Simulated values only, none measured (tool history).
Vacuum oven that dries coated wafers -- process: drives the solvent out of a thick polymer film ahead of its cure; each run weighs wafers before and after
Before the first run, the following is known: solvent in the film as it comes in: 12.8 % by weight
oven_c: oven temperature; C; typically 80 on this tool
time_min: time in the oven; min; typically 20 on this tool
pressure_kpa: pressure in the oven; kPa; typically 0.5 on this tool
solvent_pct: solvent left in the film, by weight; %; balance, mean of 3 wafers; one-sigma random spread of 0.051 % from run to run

run    hour  oven_c  time_min  pressure_kpa  solvent_pct
  1       0      80        20           0.5         0.82
  2   120.2      80        20           0.5         0.82
  3   212.3      79        20           0.5         0.93
  4   276.4      80        11           0.5         2.33
  5   397.4      80        11         0.413         2.09
  6   477.6      80        11         0.413         2.21
  7   541.7      80        20           0.5          0.9
  8   623.4      80        20           0.5         0.89
  9   748.2      80        20           0.5         0.88
 10   809.7      80        20         1.983         1.87
 11   865.3      80        20         1.983         1.87
 12   993.3      80        13         1.983         2.73
 13  1109.5      80        13         1.983         2.75
 14  1216.2      82        13         1.983          2.3
 15  1326.1      80        20           0.5         0.79
 16    1440      80        20           0.5         0.88
 17  1532.7      86        20         0.365         0.46
 18  1616.1      74        24         0.349         0.87
 19  1726.4      80        20           0.5         0.82
 20  1815.3      80        20           0.5         0.82
 21  1934.3      69        21           0.5         1.97
 22  1995.8      89        20         0.455         0.38
 23  2069.6      87        36         0.276         0.14
 24  2176.8      87        36         0.276          0.1
 25    2236      80        20         1.228          1.3
 26  2290.7      80        20         1.228         1.33
 27  2347.6      84        34         1.285         0.84
 28  2413.6      84        34         1.285         0.88
 29  2499.8      79        13         1.022         2.15
 30  2584.4      68        19         0.405         2.31

Not shown here: 2 entries made in the log between runs. Locate each between two listed runs and compare the hidden state at the listed run before it with the hidden state at the listed run after it:
Logged between run 8 and run 9: oven's thermocouples calibrated (hour 637.2)
  true wafer temperature over the reading, C: 0.05 -> -0.02; true pressure over the reading, kPa: 0.048 -> 0.049
Logged between run 12 and run 13: vacuum gauge cleaned of residue and calibrated (hour 1033.1)
  true pressure over the reading, kPa: 0.051 -> 0.001
